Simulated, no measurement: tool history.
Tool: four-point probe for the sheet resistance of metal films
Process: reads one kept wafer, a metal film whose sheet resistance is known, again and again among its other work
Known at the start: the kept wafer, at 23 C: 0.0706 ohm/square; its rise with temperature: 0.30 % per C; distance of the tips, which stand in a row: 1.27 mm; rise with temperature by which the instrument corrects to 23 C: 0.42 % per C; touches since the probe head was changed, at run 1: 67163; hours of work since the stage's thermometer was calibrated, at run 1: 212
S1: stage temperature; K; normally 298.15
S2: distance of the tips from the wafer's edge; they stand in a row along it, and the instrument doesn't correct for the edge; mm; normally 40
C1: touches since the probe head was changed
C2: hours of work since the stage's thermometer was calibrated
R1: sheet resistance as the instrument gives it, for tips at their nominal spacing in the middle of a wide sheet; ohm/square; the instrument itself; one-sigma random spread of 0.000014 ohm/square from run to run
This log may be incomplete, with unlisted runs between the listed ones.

run,hour,S1,S2,C1,C2,R1
1,0.0,298.15,40,67163,212,0.070486
# hour 13.3: new probe head fitted
2,57.1,298.15,40,1498,242,0.070480
3,117.2,298.15,40,3552,275,0.070482
4,163.5,298.15,40,5135,300,0.070491
5,195.7,291.15,40,6237,317,0.071072
6,236.3,291.15,40,7623,339,0.071040
7,272.5,291.15,40,8861,359,0.071060
8,327.3,298.15,40,10734,388,0.070493
9,380.3,298.15,33,12545,417,0.070502
10,412.2,298.15,40,13635,434,0.070490
11,471.4,292.15,12,15659,466,0.071351
12,517.1,292.15,3,17221,491,0.077123
13,585.3,292.15,3,19555,527,0.077150
14,628.2,300.15,7,21022,551,0.071540
15,688.2,291.15,38,23071,583,0.071077
16,742.6,303.15,71,24930,612,0.070075
17,778.7,307.15,26,26166,632,0.069865
18,819.1,307.15,26,27547,654,0.069859
19,874.0,299.15,21,29422,683,0.070500
20,905.6,299.15,21,30504,700,0.070498

Describe how what the log doesn't record of the tool's condition differs between the last listed run preceding each entry between runs and the first listed run following it.
Runs 1 to 2: new probe head fitted (hour 13.3)
  inner tips' distance over the nominal, %: 0.011 -> 0.007; tips' flats over new ones', %: 2 -> 0
